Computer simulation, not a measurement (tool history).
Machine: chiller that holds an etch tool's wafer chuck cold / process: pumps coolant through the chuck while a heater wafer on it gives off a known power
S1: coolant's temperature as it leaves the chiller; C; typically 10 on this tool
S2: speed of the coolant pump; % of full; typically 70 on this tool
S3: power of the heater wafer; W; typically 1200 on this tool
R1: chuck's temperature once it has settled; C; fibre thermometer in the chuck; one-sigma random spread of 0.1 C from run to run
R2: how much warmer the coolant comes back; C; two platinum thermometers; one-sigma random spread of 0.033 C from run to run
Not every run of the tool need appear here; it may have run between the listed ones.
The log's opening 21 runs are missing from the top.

| run | day | S1 | S2 | S3 | R1 | R2 |
|---|---|---|---|---|---|---|
| 22 | 43.238 | 10 | 70 | 1636 | 24.9 | 6.37 |
| 23 | 45.692 | 10 | 62 | 1271 | 23.1 | 5.66 |
| 24 | 48.046 | 10 | 76 | 788 | 16.9 | 2.81 |
| 25 | 49.533 | 10 | 62 | 1616 | 26.7 | 7.26 |
| 26 | 52.308 | 4 | 70 | 1421 | 17.2 | 5.58 |
| 27 | 54.254 | 10 | 86 | 866 | 16.6 | 2.68 |
| 28 | 56.917 | 10 | 86 | 866 | 16.8 | 2.72 |
| 29 | 59.488 | 10 | 86 | 1109 | 18.7 | 3.45 |
| 30 | 61.392 | 11 | 86 | 1431 | 22.1 | 4.50 |
| 31 | 63.896 | 2 | 64 | 1056 | 13.0 | 4.65 |

Alternative continuations, all from the tool just after run 31; predict every row:
|  | 64.279 | coolant changed, channels flushed |
| A | 65.862 | 6 | 64 | 1056 | ? | ? |
|  | 64.279 | coolant changed, channels flushed |
| B | 65.862 | 14 | 61 | 1028 | ? | ? |
|  | 64.279 | coolant changed, channels flushed |
| C | 65.862 | 7 | 64 | 1056 | ? | ? |
|  | 64.279 | coolant changed, channels flushed |
| D | 65.862 | 7 | 88 | 1508 | ? | ? |
|  | 64.279 | coolant changed, channels flushed |
| E | 65.862 | 4 | 70 | 1200 | ? | ? |

| run | R1 | R2 |
|---|---|---|
| A | 15.5 | 4.61 |
| B | 23.8 | 4.72 |
| C | 16.7 | 4.66 |
| D | 16.9 | 4.63 |
| E | 14.1 | 4.72 |
Take away the tool's hidden state, keep each run's random variation, and the runs would have read:
| run | R1 | R2 |
|---|---|---|
| A | 14.8 | 4.36 |
| B | 23.0 | 4.47 |
| C | 15.9 | 4.41 |
| D | 16.1 | 4.39 |
| E | 13.4 | 4.47 |

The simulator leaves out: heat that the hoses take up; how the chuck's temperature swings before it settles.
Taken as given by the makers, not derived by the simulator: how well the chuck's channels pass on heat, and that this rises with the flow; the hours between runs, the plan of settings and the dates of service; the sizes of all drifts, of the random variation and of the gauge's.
